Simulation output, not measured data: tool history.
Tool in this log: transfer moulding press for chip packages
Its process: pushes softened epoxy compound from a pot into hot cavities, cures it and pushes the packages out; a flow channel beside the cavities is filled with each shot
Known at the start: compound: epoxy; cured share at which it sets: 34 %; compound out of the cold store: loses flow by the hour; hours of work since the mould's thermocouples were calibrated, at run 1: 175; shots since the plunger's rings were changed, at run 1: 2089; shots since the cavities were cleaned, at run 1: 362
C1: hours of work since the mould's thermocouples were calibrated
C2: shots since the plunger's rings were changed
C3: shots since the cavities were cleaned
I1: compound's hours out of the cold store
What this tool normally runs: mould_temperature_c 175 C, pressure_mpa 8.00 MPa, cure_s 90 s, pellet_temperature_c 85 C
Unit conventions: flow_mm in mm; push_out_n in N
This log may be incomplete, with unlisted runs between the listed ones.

run 1 day=0.000 | mould_temperature_c=175 pressure_mpa=8.00 cure_s=90 pellet_temperature_c=85 | C1=175 C2=2089 C3=362 | I1=12.2 | flow_mm=881 push_out_n=675
run 2 day=0.208 | mould_temperature_c=175 pressure_mpa=8.00 cure_s=90 pellet_temperature_c=77 | C1=178 C2=2133 C3=406 | I1=37.1 | flow_mm=768 push_out_n=670
run 3 day=0.450 | mould_temperature_c=175 pressure_mpa=8.00 cure_s=90 pellet_temperature_c=77 | C1=180 C2=2184 C3=457 | I1=47.3 | flow_mm=728 push_out_n=656
run 4 day=0.662 | mould_temperature_c=175 pressure_mpa=8.00 cure_s=90 pellet_temperature_c=77 | C1=183 C2=2228 C3=501 | I1=26.5 | flow_mm=813 push_out_n=681
run 5 day=0.833 | mould_temperature_c=175 pressure_mpa=8.00 cure_s=90 pellet_temperature_c=92 | C1=185 C2=2264 C3=537 | I1=28.2 | flow_mm=801 push_out_n=694
run 6 day=1.167 | mould_temperature_c=175 pressure_mpa=8.00 cure_s=90 pellet_temperature_c=92 | C1=189 C2=2334 C3=607 | I1=46.0 | flow_mm=723 push_out_n=660
-- day=1.396 cavities cleaned with cleaning compound and waxed
run 7 day=1.608 | mould_temperature_c=175 pressure_mpa=8.00 cure_s=90 pellet_temperature_c=92 | C1=193 C2=2413 C3=45 | I1=30.8 | flow_mm=790 push_out_n=527
run 8 day=1.967 | mould_temperature_c=175 pressure_mpa=8.00 cure_s=90 pellet_temperature_c=92 | C1=197 C2=2488 C3=120 | I1=40.0 | flow_mm=751 push_out_n=554
run 9 day=2.304 | mould_temperature_c=175 pressure_mpa=9.92 cure_s=90 pellet_temperature_c=85 | C1=201 C2=2559 C3=191 | I1=32.0 | flow_mm=868 push_out_n=587
run 10 day=2.604 | mould_temperature_c=175 pressure_mpa=7.05 cure_s=90 pellet_temperature_c=85 | C1=205 C2=2621 C3=253 | I1=40.2 | flow_mm=706 push_out_n=598
run 11 day=2.796 | mould_temperature_c=175 pressure_mpa=8.00 cure_s=90 pellet_temperature_c=85 | C1=207 C2=2662 C3=294 | I1=26.1 | flow_mm=810 push_out_n=648
run 12 day=3.104 | mould_temperature_c=175 pressure_mpa=8.00 cure_s=90 pellet_temperature_c=85 | C1=211 C2=2726 C3=358 | I1=25.7 | flow_mm=813 push_out_n=646
run 13 day=3.342 | mould_temperature_c=181 pressure_mpa=8.00 cure_s=90 pellet_temperature_c=85 | C1=213 C2=2776 C3=408 | I1=44.5 | flow_mm=707 push_out_n=599
run 14 day=3.662 | mould_temperature_c=181 pressure_mpa=8.00 cure_s=90 pellet_temperature_c=85 | C1=217 C2=2843 C3=475 | I1=30.1 | flow_mm=766 push_out_n=606
-- day=3.767 mould's thermocouples calibrated
run 15 day=4.000 | mould_temperature_c=176 pressure_mpa=9.29 cure_s=100 pellet_temperature_c=77 | C1=3 C2=2896 C3=528 | I1=39.7 | flow_mm=807 push_out_n=629
run 16 day=4.233 | mould_temperature_c=172 pressure_mpa=9.29 cure_s=100 pellet_temperature_c=77 | C1=5 C2=2945 C3=577 | I1=18.7 | flow_mm=921 push_out_n=732
-- day=4.575 cavities cleaned with cleaning compound and waxed
run 17 day=4.638 | mould_temperature_c=175 pressure_mpa=8.00 cure_s=72 pellet_temperature_c=79 | C1=9 C2=3017 C3=13 | I1=16.8 | flow_mm=848 push_out_n=800
run 18 day=4.896 | mould_temperature_c=175 pressure_mpa=8.00 cure_s=90 pellet_temperature_c=91 | C1=12 C2=3071 C3=67 | I1=40.0 | flow_mm=751 push_out_n=537
run 19 day=5.267 | mould_temperature_c=175 pressure_mpa=7.59 cure_s=129 pellet_temperature_c=91 | C1=17 C2=3149 C3=145 | I1=16.4 | flow_mm=822 push_out_n=517
-- day=5.554 mould's thermocouples calibrated, once more
run 20 day=5.567 | mould_temperature_c=172 pressure_mpa=9.84 cure_s=129 pellet_temperature_c=91 | C1=0 C2=3194 C3=190 | I1=9.4 | flow_mm=985 push_out_n=537
run 21 day=5.979 | mould_temperature_c=172 pressure_mpa=9.84 cure_s=129 pellet_temperature_c=91 | C1=5 C2=3280 C3=276 | I1=19.5 | flow_mm=931 push_out_n=554
run 22 day=6.150 | mould_temperature_c=172 pressure_mpa=7.76 cure_s=90 pellet_temperature_c=78 | C1=7 C2=3316 C3=312 | I1=16.4 | flow_mm=845 push_out_n=765
run 23 day=6.392 | mould_temperature_c=168 pressure_mpa=8.00 cure_s=84 pellet_temperature_c=82 | C1=10 C2=3367 C3=363 | I1=27.5 | flow_mm=822 push_out_n=1113
run 24 day=6.667 | mould_temperature_c=175 pressure_mpa=8.00 cure_s=103 pellet_temperature_c=86 | C1=13 C2=3425 C3=421 | I1=24.1 | flow_mm=805 push_out_n=610
run 25 day=6.900 | mould_temperature_c=176 pressure_mpa=9.83 cure_s=83 pellet_temperature_c=85 | C1=16 C2=3474 C3=470 | I1=37.2 | flow_mm=828 push_out_n=711
run 26 day=7.250 | mould_temperature_c=169 pressure_mpa=9.83 cure_s=74 pellet_temperature_c=85 | C1=20 C2=3546 C3=542 | I1=34.8 | flow_mm=870 push_out_n=1438
run 27 day=7.433 | mould_temperature_c=175 pressure_mpa=8.00 cure_s=122 pellet_temperature_c=93 | C1=22 C2=3585 C3=581 | I1=43.0 | flow_mm=724 push_out_n=613
-- day=7.771 cavities cleaned with cleaning compound and waxed
run 28 day=7.846 | mould_temperature_c=175 pressure_mpa=8.00 cure_s=122 pellet_temperature_c=93 | C1=26 C2=3658 C3=16 | I1=35.4 | flow_mm=753 push_out_n=456

Measured result minus the same run's result without the hidden state. Both carry the same run-to-run variation, though not necessarily the same gauge scatter:
Hidden state present: true mould temperature over the reading, C; pressure that reaches the compound, % of what is set; grip of the stained cavities, % over clean ones'; drift of the gauge itself on flow_mm, %; drift of the gauge itself on push_out_n, %.
run=1 flow_mm=-22 push_out_n=+171
run=2 flow_mm=-19 push_out_n=+177
run=3 flow_mm=-18 push_out_n=+181
run=4 flow_mm=-21 push_out_n=+196
run=5 flow_mm=-22 push_out_n=+201
run=6 flow_mm=-20 push_out_n=+204
run=7 flow_mm=-22 push_out_n=+41
run=8 flow_mm=-22 push_out_n=+77
run=9 flow_mm=-27 push_out_n=+108
run=10 flow_mm=-22 push_out_n=+128
run=11 flow_mm=-26 push_out_n=+149
run=12 flow_mm=-27 push_out_n=+165
run=13 flow_mm=-24 push_out_n=+156
run=14 flow_mm=-27 push_out_n=+168
run=15 flow_mm=-27 push_out_n=+186
run=16 flow_mm=-31 push_out_n=+228
run=17 flow_mm=-29 push_out_n=+70
run=18 flow_mm=-27 push_out_n=+58
run=19 flow_mm=-30 push_out_n=+77
run=20 flow_mm=-41 push_out_n=+95
run=21 flow_mm=-40 push_out_n=+122
run=22 flow_mm=-37 push_out_n=+177
run=23 flow_mm=-37 push_out_n=+279
run=24 flow_mm=-37 push_out_n=+164
run=25 flow_mm=-38 push_out_n=+199
run=26 flow_mm=-40 push_out_n=+422
run=27 flow_mm=-34 push_out_n=+185
run=28 flow_mm=-36 push_out_n=+17
